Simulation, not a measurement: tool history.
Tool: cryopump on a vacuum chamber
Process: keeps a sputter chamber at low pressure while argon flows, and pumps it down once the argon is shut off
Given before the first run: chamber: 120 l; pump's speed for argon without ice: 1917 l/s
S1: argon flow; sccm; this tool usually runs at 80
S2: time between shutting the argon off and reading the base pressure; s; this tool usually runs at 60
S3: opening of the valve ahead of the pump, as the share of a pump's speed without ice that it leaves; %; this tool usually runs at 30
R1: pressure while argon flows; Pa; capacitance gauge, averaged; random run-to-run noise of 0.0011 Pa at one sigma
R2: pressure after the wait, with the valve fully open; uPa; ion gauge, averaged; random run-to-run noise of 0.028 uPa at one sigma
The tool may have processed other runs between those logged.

run	hour	S1	S2	S3	R1	R2
1	0.0	80	60	30	0.2360	1.68
2	9.3	80	60	30	0.2350	1.72
3	24.8	80	60	30	0.2359	1.68
4	44.3	80	60	30	0.2363	1.71
5	65.0	80	60	30	0.2381	1.72
6	85.7	80	60	30	0.2353	1.68
7	97.8	95	60	30	0.2827	1.72
8	117.4	95	60	30	0.2834	1.72
9	137.7	95	60	30	0.2823	1.75
10	154.6	95	60	30	0.2810	1.69
11	174.5	95	60	30	0.2823	1.72
12	191.4	95	60	30	0.2823	1.74
13	202.1	80	60	30	0.2378	1.73
14	211.3	80	134	30	0.2366	1.07
15	233.2	80	134	30	0.2370	1.06
16	246.4	80	134	30	0.2361	1.07
17	255.7	79	200	24	0.2930	0.94
18	268.8	79	200	40	0.1761	0.88
19	283.7	80	65	42	0.1698	1.61
20	304.2	80	58	30	0.2398	1.80
21	326.8	80	58	30	0.2377	1.73
22	339.0	34	28	24	0.1257	3.05
23	360.9	34	28	24	0.1266	2.98
24	379.0	100	226	44	0.2044	0.89
25	394.0	100	226	44	0.2040	0.89
26	403.7	80	124	30	0.2362	1.17
27	424.8	80	124	21	0.3396	1.16
28	437.6	140	154	45	0.2829	1.06
29	451.9	35	35	45	0.0701	2.54
30	470.3	35	107	45	0.0693	1.24
31	491.2	46	32	28	0.1478	2.69
32	504.0	46	198	40	0.1031	0.99

Alternative continuations, all from the tool just after run 32; predict every row:
A	517.6	42	57	42	?	?
B	517.6	43	41	23	?	?
C	517.6	46	28	40	?	?
D	517.6	46	53	40	?	?

run	R1	R2
A	0.0910	1.88
B	0.1676	2.25
C	0.1030	2.98
D	0.1044	1.87
Without the tool's hidden state the same runs would have given:
run	R1	R2
A	0.0889	1.42
B	0.1654	1.80
C	0.1006	2.53
D	0.1021	1.42

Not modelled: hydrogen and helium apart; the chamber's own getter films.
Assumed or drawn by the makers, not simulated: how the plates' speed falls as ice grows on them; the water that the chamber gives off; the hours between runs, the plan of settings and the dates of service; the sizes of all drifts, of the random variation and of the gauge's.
